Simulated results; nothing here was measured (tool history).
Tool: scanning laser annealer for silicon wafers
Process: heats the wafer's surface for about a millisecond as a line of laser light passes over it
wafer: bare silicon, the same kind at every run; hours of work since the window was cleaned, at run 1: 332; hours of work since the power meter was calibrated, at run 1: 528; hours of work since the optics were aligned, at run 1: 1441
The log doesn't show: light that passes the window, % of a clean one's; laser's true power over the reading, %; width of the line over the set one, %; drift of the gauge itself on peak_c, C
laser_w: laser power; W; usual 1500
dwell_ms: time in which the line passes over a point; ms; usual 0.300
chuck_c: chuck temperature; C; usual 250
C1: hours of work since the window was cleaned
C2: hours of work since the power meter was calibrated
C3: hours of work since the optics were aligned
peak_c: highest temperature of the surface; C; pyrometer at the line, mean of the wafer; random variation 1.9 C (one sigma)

run 1 day=0.000 | laser_w=1500 dwell_ms=0.300 chuck_c=250 | C1=332 C2=528 C3=1441 | peak_c=1047
run 2 day=2.067 | laser_w=1500 dwell_ms=0.337 chuck_c=250 | C1=368 C2=564 C3=1477 | peak_c=1099
run 3 day=4.850 | laser_w=1500 dwell_ms=0.262 chuck_c=250 | C1=417 C2=613 C3=1526 | peak_c=977
-- day=5.725 window over the wafer cleaned
run 4 day=7.808 | laser_w=1500 dwell_ms=0.300 chuck_c=250 | C1=37 C2=664 C3=1577 | peak_c=1083
run 5 day=9.558 | laser_w=1500 dwell_ms=0.300 chuck_c=250 | C1=67 C2=694 C3=1607 | peak_c=1080
run 6 day=11.183 | laser_w=1500 dwell_ms=0.257 chuck_c=250 | C1=96 C2=723 C3=1636 | peak_c=1003
run 7 day=13.462 | laser_w=1500 dwell_ms=0.257 chuck_c=250 | C1=136 C2=763 C3=1676 | peak_c=1000
run 8 day=15.521 | laser_w=1452 dwell_ms=0.273 chuck_c=261 | C1=172 C2=799 C3=1712 | peak_c=1004
run 9 day=18.462 | laser_w=1452 dwell_ms=0.273 chuck_c=276 | C1=224 C2=851 C3=1764 | peak_c=1016
run 10 day=21.083 | laser_w=1452 dwell_ms=0.273 chuck_c=276 | C1=270 C2=897 C3=1810 | peak_c=1008
-- day=22.975 optics aligned, line set to its width
run 11 day=22.975 | laser_w=1499 dwell_ms=0.273 chuck_c=276 | C1=300 C2=927 C3=0 | peak_c=1040
run 12 day=25.888 | laser_w=1499 dwell_ms=0.273 chuck_c=276 | C1=351 C2=978 C3=51 | peak_c=1041
run 13 day=28.417 | laser_w=1499 dwell_ms=0.273 chuck_c=276 | C1=395 C2=1022 C3=96 | peak_c=1037

Forecast each of these 5 alternatives for the next run:
run A day=29.750 | laser_w=1499 dwell_ms=0.240 chuck_c=276 | C1=419 C2=1046 C3=119 | peak_c=?
run B day=29.750 | laser_w=1613 dwell_ms=0.318 chuck_c=276 | C1=419 C2=1046 C3=119 | peak_c=?
run C day=29.750 | laser_w=1410 dwell_ms=0.339 chuck_c=276 | C1=419 C2=1046 C3=119 | peak_c=?
run D day=29.750 | laser_w=1563 dwell_ms=0.367 chuck_c=250 | C1=419 C2=1046 C3=119 | peak_c=?
run E day=29.750 | laser_w=1321 dwell_ms=0.327 chuck_c=288 | C1=419 C2=1046 C3=119 | peak_c=?

run=A peak_c=974
run=B peak_c=1177
run=C peak_c=1076
run=D peak_c=1192
run=E peak_c=1014
Without the tool's hidden state the same runs would have given:
run=A peak_c=1016
run=B peak_c=1232
run=C peak_c=1125
run=D peak_c=1248
run=E peak_c=1058

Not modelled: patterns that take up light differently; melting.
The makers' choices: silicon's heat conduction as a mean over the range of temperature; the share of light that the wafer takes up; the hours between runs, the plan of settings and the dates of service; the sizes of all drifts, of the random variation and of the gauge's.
